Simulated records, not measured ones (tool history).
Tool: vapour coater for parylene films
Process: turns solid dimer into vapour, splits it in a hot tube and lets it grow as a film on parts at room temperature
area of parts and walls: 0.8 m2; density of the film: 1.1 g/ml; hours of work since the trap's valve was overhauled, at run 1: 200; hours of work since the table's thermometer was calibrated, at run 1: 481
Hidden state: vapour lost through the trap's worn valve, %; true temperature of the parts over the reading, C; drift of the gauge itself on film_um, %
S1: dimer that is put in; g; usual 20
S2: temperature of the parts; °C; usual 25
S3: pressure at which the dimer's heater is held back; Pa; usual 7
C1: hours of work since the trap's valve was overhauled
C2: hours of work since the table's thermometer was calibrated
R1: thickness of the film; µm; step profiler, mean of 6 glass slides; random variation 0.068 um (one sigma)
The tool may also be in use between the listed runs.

run	day	S1	S2	S3	C1	C2	R1
1	0	20	25	7	200	481	10.17
# day 1.112: trap's valve overhauled
2	2.875	20	25	7	32	531	11.2
3	5.3	20	25	7	76	575	10.79
4	6.467	20	21	7	98	596	12.32
5	8.842	20	21	7	141	640	11.94
6	11.388	20	21	7	188	686	11.77
# day 13.046: trap's valve overhauled
7	13.996	20	21	7	17	731	13.08

Run 8 comes next. What will it give?
8	16.383	17	33	8.41	61	774	?

{"run 8": {"R1": 7.01}}
Without the tool's hidden state the same run would have given R1 7.18 µm.

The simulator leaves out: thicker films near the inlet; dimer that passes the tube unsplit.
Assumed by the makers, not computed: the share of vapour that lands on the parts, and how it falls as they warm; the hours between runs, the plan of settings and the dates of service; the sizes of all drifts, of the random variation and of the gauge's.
